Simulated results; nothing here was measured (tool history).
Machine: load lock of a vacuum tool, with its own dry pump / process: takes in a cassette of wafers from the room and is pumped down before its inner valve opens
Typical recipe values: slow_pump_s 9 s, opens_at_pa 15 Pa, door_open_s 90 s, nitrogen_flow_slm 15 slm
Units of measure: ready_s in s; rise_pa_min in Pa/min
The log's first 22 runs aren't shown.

run     hour  slow_pump_s  opens_at_pa  door_open_s  nitrogen_flow_slm  incoming humidity of the room's air, %  ready_s  rise_pa_min
 23   7937.2            5           25           90                 12                                    44.1     17.1        0.172
 24   8277.9           12           15           30                 27                                    40.7     22.8        0.124
 25   8571.2            9           15          104                 15                                    43.8     20.8        0.186
 26   9023.0            4           15           90                 33                                    43.4     17.0        0.168
 27   9407.6            8           27           90                  8                                    46.3     19.1        0.226
 28   9742.4           15           15          190                 15                                    45.4     25.0        0.255
 29  10180.0           10           15           58                 18                                    43.9     21.4        0.199
 30  10578.4           11           25           83                  4                                    45.6     21.2        0.255
 31  10773.0            7           25          162                  4                                    46.1     18.9        0.303
 32  11215.8            9           15           65                 15                                    47.8     20.9        0.246
 33  11626.7            9           15           65                 15                                    48.8     20.8        0.257
 34  11960.3            9           15           65                 15                                    46.0     21.3        0.264
 35  12213.7            9           15           65                 15                                    43.8     21.3        0.262
 36  12613.7            9           15           65                 15                                    44.4     21.2        0.274
 37  12875.1            9           15           65                 15                                    46.5     21.4        0.299
 38  13292.9            9           15           65                 15                                    45.8     21.4        0.298

3 ways to go on from here, each from the tool as it stands after run 38. What would each give?
  A  13636.3            9           23          201                 15                                    45.3        ?            ?
  B  13636.3            8           17           65                  8                                    44.0        ?            ?
  C  13636.3            8           15           90                 12                                    44.0        ?            ?

run  ready_s  rise_pa_min
  A     19.9        0.379
  B     20.2        0.326
  C     20.6        0.327
With no hidden state in the tool, these same runs would have given:
run  ready_s  rise_pa_min
  A     18.8        0.154
  B     19.0        0.102
  C     19.4        0.107

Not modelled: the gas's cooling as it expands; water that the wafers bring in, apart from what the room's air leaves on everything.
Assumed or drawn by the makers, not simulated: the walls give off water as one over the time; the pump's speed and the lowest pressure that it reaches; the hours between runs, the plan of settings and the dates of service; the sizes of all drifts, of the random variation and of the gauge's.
